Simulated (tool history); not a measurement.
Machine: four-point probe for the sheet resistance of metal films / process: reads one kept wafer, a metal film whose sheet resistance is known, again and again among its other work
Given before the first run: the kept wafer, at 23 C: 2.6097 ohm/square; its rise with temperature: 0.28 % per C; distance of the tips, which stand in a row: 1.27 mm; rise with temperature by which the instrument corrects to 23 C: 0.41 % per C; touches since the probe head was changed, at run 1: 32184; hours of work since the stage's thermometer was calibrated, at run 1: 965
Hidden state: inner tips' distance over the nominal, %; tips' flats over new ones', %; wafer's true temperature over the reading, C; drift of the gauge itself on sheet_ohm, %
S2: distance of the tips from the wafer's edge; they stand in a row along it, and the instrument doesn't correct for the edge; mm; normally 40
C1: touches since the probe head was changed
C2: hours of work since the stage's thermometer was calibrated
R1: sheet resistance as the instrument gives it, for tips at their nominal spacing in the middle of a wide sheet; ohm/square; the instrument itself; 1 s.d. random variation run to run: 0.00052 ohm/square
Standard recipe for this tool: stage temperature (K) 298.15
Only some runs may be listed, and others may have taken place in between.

Run 1, hour 0: usual settings; C1 32184; C2 965. Result: R1 2.603786 ohm/square.
Run 2, hour 94.4: usual settings but stage temperature (K) 299.15; C1 37131; C2 1028. Result: R1 2.601054 ohm/square.
Run 3, hour 164.7: usual settings but stage temperature (K) 299.15; C1 40816; C2 1075. Result: R1 2.600557 ohm/square.
Run 4, hour 241.3: usual settings but S2 6 mm; C1 44830; C2 1127. Result: R1 2.663996 ohm/square.
Run 5, hour 333: usual settings but S2 32 mm; C1 49631; C2 1189. Result: R1 2.605038 ohm/square.
Run 6, hour 396.7: usual settings but S2 32 mm; C1 52970; C2 1232. Result: R1 2.605749 ohm/square.
Run 7, hour 443.2: usual settings but S2 32 mm; C1 55407; C2 1263. Result: R1 2.605521 ohm/square.
Run 8, hour 491.7: usual settings but stage temperature (K) 303.15; C1 57951; C2 1296. Result: R1 2.587556 ohm/square.
Run 9, hour 544.1: usual settings but stage temperature (K) 303.15; C1 60697; C2 1331. Result: R1 2.587617 ohm/square.
Run 10, hour 636.9: usual settings but stage temperature (K) 303.15, S2 4 mm; C1 65559; C2 1393. Result: R1 2.717857 ohm/square.
Run 11, hour 735.2: usual settings but S2 9 mm; C1 70709; C2 1460. Result: R1 2.630985 ohm/square.
Run 12, hour 810.7: usual settings but stage temperature (K) 291.15, S2 9 mm; C1 74665; C2 1510. Result: R1 2.654671 ohm/square.
Run 13, hour 873.6: usual settings but stage temperature (K) 291.15, S2 9 mm; C1 77960; C2 1553. Result: R1 2.655146 ohm/square.
Run 14, hour 923.6: usual settings but stage temperature (K) 297.15; C1 80580; C2 1586. Result: R1 2.606787 ohm/square.
Run 15, hour 992.1: usual settings but stage temperature (K) 297.15; C1 84168; C2 1633. Result: R1 2.607198 ohm/square.
Run 16, hour 1051.8: usual settings but stage temperature (K) 297.15; C1 87296; C2 1673. Result: R1 2.606439 ohm/square.
Run 17, hour 1142.3: usual settings but stage temperature (K) 297.15; C1 92038; C2 1734. Result: R1 2.607555 ohm/square.
At hour 1184.8: stage's thermometer calibrated.
Run 18, hour 1239: usual settings; C1 97081; C2 36. Result: R1 2.603885 ohm/square.
Run 19, hour 1286: usual settings but S2 32 mm; C1 99542; C2 68. Result: R1 2.605102 ohm/square.
Run 20, hour 1370.3: usual settings but S2 32 mm; C1 103958; C2 125. Result: R1 2.604646 ohm/square.
Run 21, hour 1431.5: usual settings but S2 9 mm; C1 107169; C2 166. Result: R1 2.630329 ohm/square.
Run 22, hour 1492.1: usual settings but S2 9 mm; C1 110341; C2 207. Result: R1 2.629927 ohm/square.
Run 23, hour 1548.5: usual settings but stage temperature (K) 291.15, S2 27 mm; C1 113296; C2 245. Result: R1 2.629075 ohm/square.
Run 24, hour 1590.7: usual settings but stage temperature (K) 299.15, S2 27 mm; C1 115512; C2 273. Result: R1 2.603028 ohm/square.
Run 25, hour 1676.3: usual settings but stage temperature (K) 295.15, S2 12 mm; C1 119997; C2 331. Result: R1 2.629257 ohm/square.
Run 26, hour 1725.4: usual settings but S2 12 mm; C1 122565; C2 364. Result: R1 2.617095 ohm/square.
Run 27, hour 1827.6: usual settings but stage temperature (K) 291.15, S2 30 mm; C1 127925; C2 433. Result: R1 2.629413 ohm/square.
Run 28, hour 1893.9: usual settings but stage temperature (K) 291.15, S2 19 mm; C1 131396; C2 477. Result: R1 2.633209 ohm/square.
Run 29, hour 1947.1: usual settings but stage temperature (K) 297.15; C1 134186; C2 513. Result: R1 2.607942 ohm/square.
Run 30, hour 2041.5: usual settings but stage temperature (K) 296.15, S2 51 mm; C1 139132; C2 577. Result: R1 2.610143 ohm/square.
Run 31, hour 2134.1: usual settings but stage temperature (K) 308.15, S2 13 mm; C1 143983; C2 639. Result: R1 2.58316 ohm/square.
Run 32, hour 2206.5: usual settings but S2 5 mm; C1 147775; C2 688. Result: R1 2.690115 ohm/square.
Run 33, hour 2304.6: usual settings but S2 5 mm; C1 152918; C2 754. Result: R1 2.690613 ohm/square.
Run 34, hour 2349.3: usual settings but S2 5 mm; C1 155257; C2 784. Result: R1 2.689275 ohm/square.
Run 35, hour 2444.3: usual settings but stage temperature (K) 300.15, S2 4 mm; C1 160239; C2 848. Result: R1 2.729832 ohm/square.
Run 36, hour 2516.9: usual settings but stage temperature (K) 300.15, S2 4 mm; C1 164043; C2 897. Result: R1 2.730137 ohm/square.
Run 37, hour 2567.8: usual settings but stage temperature (K) 299.15, S2 18 mm; C1 166710; C2 931. Result: R1 2.606061 ohm/square.
Run 38, hour 2661.4: usual settings but stage temperature (K) 299.15, S2 18 mm; C1 171614; C2 994. Result: R1 2.607058 ohm/square.
Run 39, hour 2708: usual settings but stage temperature (K) 302.15, S2 9 mm; C1 174057; C2 1026. Result: R1 2.616015 ohm/square.
Run 40, hour 2755.3: usual settings but stage temperature (K) 302.15, S2 9 mm; C1 176536; C2 1057. Result: R1 2.617104 ohm/square.
Run 41, hour 2798.5: usual settings but stage temperature (K) 305.15, S2 7 mm; C1 178799; C2 1087. Result: R1 2.624878 ohm/square.
Run 42, hour 2874.5: usual settings but stage temperature (K) 305.15, S2 7 mm; C1 182777; C2 1138. Result: R1 2.624613 ohm/square.

Forecast each of these 5 alternatives for the next run:
At hour 2922.3: new probe head fitted.
Run A, hour 2952.1: usual settings but stage temperature (K) 304.15, S2 6 mm; C1 1562; C2 1189. Result: R1 ?.
At hour 2922.3: new probe head fitted.
Run B, hour 2952.1: usual settings but stage temperature (K) 304.15, S2 3 mm; C1 1562; C2 1189. Result: R1 ?.
At hour 2922.3: new probe head fitted.
Run C, hour 2952.1: usual settings but stage temperature (K) 300.15, S2 8 mm; C1 1562; C2 1189. Result: R1 ?.
At hour 2922.3: new probe head fitted.
Run D, hour 2952.1: usual settings but S2 32 mm; C1 1562; C2 1189. Result: R1 ?.
At hour 2922.3: new probe head fitted.
Run E, hour 2952.1: usual settings but stage temperature (K) 296.15, S2 9 mm; C1 1562; C2 1189. Result: R1 ?.

run        R1
  A  2.643339
  B  2.807467
  C  2.631158
  D  2.603821
  E  2.638409
What these runs would have given with no unlogged condition in the tool:
run        R1
  A  2.643498
  B  2.807635
  C  2.631316
  D  2.603977
  E  2.638567
